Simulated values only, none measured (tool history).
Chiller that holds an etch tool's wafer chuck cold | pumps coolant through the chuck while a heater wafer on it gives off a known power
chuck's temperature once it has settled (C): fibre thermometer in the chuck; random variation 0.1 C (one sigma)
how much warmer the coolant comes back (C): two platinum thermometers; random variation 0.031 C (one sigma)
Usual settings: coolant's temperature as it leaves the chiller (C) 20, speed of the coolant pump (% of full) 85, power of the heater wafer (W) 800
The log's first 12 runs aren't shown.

run	day	coolant's temperature as it leaves the chiller (C)	speed of the coolant pump (% of full)	power of the heater wafer (W)	hours since the coolant was changed and the channels were flushed	hours since the pump was overhauled	hours since the chiller's thermometer was calibrated	chuck's temperature once it has settled (C)	how much warmer the coolant comes back (C)
13	64.4	26	85	800	6867	5242	1891	34.9	3.08
14	68.333	26	85	406	6961	5336	1986	30.5	1.71
# day 73.546: coolant changed, channels flushed
15	73.546	26	85	406	0	5455	2105	30.7	1.67
16	79.162	26	85	406	135	5590	2240	30.5	1.7
# day 81.192: chiller's thermometer calibrated
17	86.775	23	82	852	316	5772	134	32.6	3.39
18	91.729	21	82	596	435	5891	253	28.1	2.48
19	97.142	25	78	461	565	6021	383	30.4	2.17
20	103.133	25	78	461	709	6165	527	30.6	2.15
21	109.212	25	78	461	855	6310	672	30.4	2.14
# day 109.817: gauge calibrated
22	116.762	27	78	657	1036	6492	854	34.8	2.54
23	122.479	29	78	657	1173	6629	991	36.8	2.59
24	126.646	29	78	1025	1273	6729	1091	41.3	4.04
25	134.592	29	78	1025	1464	6920	1282	41.5	4
26	141.246	16	61	622	1624	7079	1441	25.3	3.23
27	146.054	16	65	622	1739	7195	1557	24.7	3.08
28	149.621	16	65	622	1825	7280	1642	24.7	3.07
29	156.012	23	64	502	1978	7434	1796	30.2	2.56
30	162.871	25	85	502	2143	7598	1960	30.7	1.97
31	170.046	20	63	560	2315	7771	2133	28	2.91

Forecast each of these 4 alternatives for the next run:
A	174.096	21	82	459	2412	7868	2230	?	?
B	174.096	12	82	556	2412	7868	2230	?	?
C	174.096	13	69	633	2412	7868	2230	?	?
D	174.096	22	95	650	2412	7868	2230	?	?

run	chuck's temperature once it has settled (C)	how much warmer the coolant comes back (C)
A	26.1	1.91
B	18.4	2.23
C	21.4	2.99
D	28.7	2.26
Without the tool's hidden state the same runs would have given:
run	chuck's temperature once it has settled (C)	how much warmer the coolant comes back (C)
A	26.1	1.67
B	18.3	1.99
C	21.4	2.74
D	28.7	2.01

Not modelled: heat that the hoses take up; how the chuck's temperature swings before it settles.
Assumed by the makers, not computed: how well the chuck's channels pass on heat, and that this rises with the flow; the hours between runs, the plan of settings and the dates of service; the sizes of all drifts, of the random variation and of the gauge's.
